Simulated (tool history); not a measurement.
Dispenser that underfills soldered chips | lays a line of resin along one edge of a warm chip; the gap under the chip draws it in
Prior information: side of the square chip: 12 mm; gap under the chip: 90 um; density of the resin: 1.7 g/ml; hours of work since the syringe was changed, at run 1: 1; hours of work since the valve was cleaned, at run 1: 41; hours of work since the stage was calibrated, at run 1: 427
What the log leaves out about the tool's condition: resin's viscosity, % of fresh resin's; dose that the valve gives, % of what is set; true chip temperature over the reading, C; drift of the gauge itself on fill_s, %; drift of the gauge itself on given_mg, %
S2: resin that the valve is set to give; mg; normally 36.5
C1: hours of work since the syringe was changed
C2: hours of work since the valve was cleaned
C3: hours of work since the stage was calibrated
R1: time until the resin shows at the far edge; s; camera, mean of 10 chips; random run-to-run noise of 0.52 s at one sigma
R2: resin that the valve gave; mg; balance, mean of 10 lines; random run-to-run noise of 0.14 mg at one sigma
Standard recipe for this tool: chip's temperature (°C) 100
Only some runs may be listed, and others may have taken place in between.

Run 1, hour 0.0: usual settings; C1 1; C2 41; C3 427. Result: R1 46.0 s, R2 35.05 mg.
At hour 4.3: dispensing valve cleaned and set on the balance.
At hour 13.4: new syringe of resin.
Run 2, hour 18.4: usual settings; C1 3; C2 8; C3 438. Result: R1 50.3 s, R2 36.12 mg.
At hour 27.7: new syringe of resin.
Run 3, hour 32.7: usual settings; C1 3; C2 17; C3 446. Result: R1 52.0 s, R2 35.87 mg.
At hour 42.3: new syringe of resin.
Run 4, hour 46.8: usual settings; C1 3; C2 26; C3 455. Result: R1 50.8 s, R2 35.92 mg.
At hour 56.7: new syringe of resin.
Run 5, hour 64.5: usual settings; C1 5; C2 36; C3 465. Result: R1 54.1 s, R2 35.14 mg.
At hour 71.1: new syringe of resin.
Run 6, hour 75.6: usual settings; C1 3; C2 43; C3 472. Result: R1 52.3 s, R2 35.22 mg.
At hour 77.7: dispensing valve cleaned and set on the balance.
At hour 86.9: new syringe of resin.
Run 7, hour 94.3: usual settings but chip's temperature (°C) 115; C1 5; C2 10; C3 483. Result: R1 36.3 s, R2 36.18 mg.
At hour 101.5: new syringe of resin.
Run 8, hour 106.0: usual settings but chip's temperature (°C) 115; C1 3; C2 17; C3 490. Result: R1 33.3 s, R2 35.89 mg.
At hour 116.3: new syringe of resin.
Run 9, hour 123.2: usual settings but chip's temperature (°C) 115; C1 4; C2 27; C3 500. Result: R1 36.2 s, R2 35.55 mg.
At hour 130.6: new syringe of resin.
Run 10, hour 135.5: usual settings but chip's temperature (°C) 85; C1 3; C2 35; C3 507. Result: R1 78.9 s, R2 35.18 mg.
At hour 145.3: new syringe of resin.
Run 11, hour 146.4: usual settings but chip's temperature (°C) 85; C1 1; C2 41; C3 514. Result: R1 72.7 s, R2 34.86 mg.
At hour 150.7: dispensing valve cleaned and set on the balance.
Run 12, hour 157.9: usual settings but chip's temperature (°C) 85; C1 7; C2 4; C3 520. Result: R1 93.3 s, R2 36.47 mg.
At hour 160.4: new syringe of resin.
Run 13, hour 173.4: usual settings but chip's temperature (°C) 85; C1 8; C2 14; C3 530. Result: R1 97.6 s, R2 35.78 mg.
At hour 174.7: new syringe of resin.
Run 14, hour 182.4: usual settings but chip's temperature (°C) 92, S2 34.6 mg; C1 5; C2 19; C3 535. Result: R1 68.7 s, R2 33.91 mg.
At hour 188.9: new syringe of resin.
Run 15, hour 193.2: usual settings but chip's temperature (°C) 92, S2 34.6 mg; C1 3; C2 26; C3 541. Result: R1 63.0 s, R2 33.67 mg.
At hour 203.1: new syringe of resin.
Run 16, hour 205.1: usual settings but S2 45.8 mg; C1 1; C2 33; C3 549. Result: R1 48.1 s, R2 44.32 mg.
At hour 217.2: new syringe of resin.
Run 17, hour 222.3: usual settings but chip's temperature (°C) 88, S2 46.0 mg; C1 3; C2 43; C3 559. Result: R1 69.4 s, R2 44.13 mg.
At hour 224.9: dispensing valve cleaned and set on the balance.
At hour 233.1: new syringe of resin.
Run 18, hour 235.8: usual settings but S2 44.3 mg; C1 2; C2 7; C3 566. Result: R1 47.5 s, R2 43.78 mg.
At hour 248.1: new syringe of resin.
Run 19, hour 250.8: usual settings but chip's temperature (°C) 89, S2 37.7 mg; C1 2; C2 16; C3 575. Result: R1 64.0 s, R2 37.25 mg.
Run 20, hour 258.4: usual settings but chip's temperature (°C) 89, S2 37.7 mg; C1 6; C2 20; C3 580. Result: R1 77.2 s, R2 36.93 mg.
At hour 263.1: new syringe of resin.
Run 21, hour 273.1: usual settings but chip's temperature (°C) 94, S2 32.0 mg; C1 6; C2 29; C3 589. Result: R1 70.8 s, R2 31.17 mg.
At hour 277.2: new syringe of resin.
Run 22, hour 286.0: usual settings but chip's temperature (°C) 94, S2 32.0 mg; C1 5; C2 37; C3 597. Result: R1 70.6 s, R2 30.93 mg.
At hour 291.4: new syringe of resin.
Run 23, hour 294.7: usual settings but chip's temperature (°C) 91, S2 38.4 mg; C1 2; C2 42; C3 602. Result: R1 64.3 s, R2 36.92 mg.
At hour 297.8: dispensing valve cleaned and set on the balance.
At hour 306.8: new syringe of resin.
Run 24, hour 312.7: usual settings but chip's temperature (°C) 104, S2 43.4 mg; C1 4; C2 9; C3 612. Result: R1 47.6 s, R2 42.95 mg.
At hour 321.5: new syringe of resin.
Run 25, hour 323.7: usual settings but chip's temperature (°C) 104, S2 43.4 mg; C1 1; C2 16; C3 619. Result: R1 42.1 s, R2 42.44 mg.

Pick out some run-to-run changes in R1. Of each, how much would a tool without hidden state show as well, from the settings, what came in and chance, and how much is left for the hidden state and any gauge scatter not in both results compared?
Run 9 -> 10: chip's temperature (°C) 115 -> 85, new syringe of resin. R1 +42.7 s: hidden state +6.7, all else +36.0.
Run 11 -> 12: dispensing valve cleaned and set on the balance. R1 +20.6 s: hidden state +21.0, all else -0.4.
Run 13 -> 14: chip's temperature (°C) 85 -> 92, S2 36.5 -> 34.6, new syringe of resin. R1 -28.9 s: hidden state -17.1, all else -11.8.

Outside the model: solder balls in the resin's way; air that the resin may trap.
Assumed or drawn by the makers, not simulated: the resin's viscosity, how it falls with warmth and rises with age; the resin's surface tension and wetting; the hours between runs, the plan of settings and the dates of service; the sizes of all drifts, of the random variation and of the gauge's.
